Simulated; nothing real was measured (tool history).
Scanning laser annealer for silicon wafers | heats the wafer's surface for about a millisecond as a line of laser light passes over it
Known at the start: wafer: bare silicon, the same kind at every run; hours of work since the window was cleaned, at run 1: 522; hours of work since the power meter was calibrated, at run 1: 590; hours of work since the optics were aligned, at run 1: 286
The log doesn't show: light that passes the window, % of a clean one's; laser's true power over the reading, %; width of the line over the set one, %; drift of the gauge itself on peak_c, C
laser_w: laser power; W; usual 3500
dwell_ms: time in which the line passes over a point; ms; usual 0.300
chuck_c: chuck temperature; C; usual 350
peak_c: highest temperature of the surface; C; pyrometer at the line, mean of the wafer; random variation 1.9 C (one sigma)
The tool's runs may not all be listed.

run,hour,laser_w,dwell_ms,chuck_c,hours of work since the window was cleaned,hours of work since the power meter was calibrated,hours of work since the optics were aligned,peak_c
1,0.0,3500,0.300,350,522,590,286,1135
2,19.4,3500,0.300,366,530,598,294,1150
3,45.8,3500,0.300,366,540,608,305,1153
4,74.3,3500,0.300,366,552,620,316,1152
5,100.4,3500,0.300,366,562,630,327,1147
6,125.2,3500,0.300,366,573,641,337,1145
7,160.5,3500,0.300,350,587,655,351,1126
8,197.0,3500,0.273,350,602,670,366,1094
9,212.7,3500,0.296,350,608,676,372,1123
# hour 217.8: laser's power meter calibrated
10,232.4,3235,0.335,380,615,6,379,1120
11,262.5,3235,0.335,380,627,18,391,1116
12,279.1,3500,0.232,381,634,25,398,1068
# hour 288.2: laser's power meter calibrated, once more
13,307.4,3225,0.328,350,644,8,408,1080
14,324.6,3522,0.328,330,651,15,415,1142
15,360.2,3138,0.316,352,665,29,429,1040
16,395.4,3018,0.232,326,679,43,444,892
17,412.8,3018,0.305,326,686,50,451,967
18,431.4,3018,0.305,326,694,58,458,969

Forecast each of these 5 alternatives for the next run:
A,461.2,3301,0.238,390,706,70,470,?
B,461.2,3755,0.280,359,706,70,470,?
C,461.2,3370,0.300,350,706,70,470,?
D,461.2,3500,0.314,373,706,70,470,?
E,461.2,3567,0.211,370,706,70,470,?

run,peak_c
A,1029
B,1173
C,1086
D,1159
E,1041
Without the tool's hidden state the same runs would have given:
run,peak_c
A,1071
B,1226
C,1134
D,1210
E,1085

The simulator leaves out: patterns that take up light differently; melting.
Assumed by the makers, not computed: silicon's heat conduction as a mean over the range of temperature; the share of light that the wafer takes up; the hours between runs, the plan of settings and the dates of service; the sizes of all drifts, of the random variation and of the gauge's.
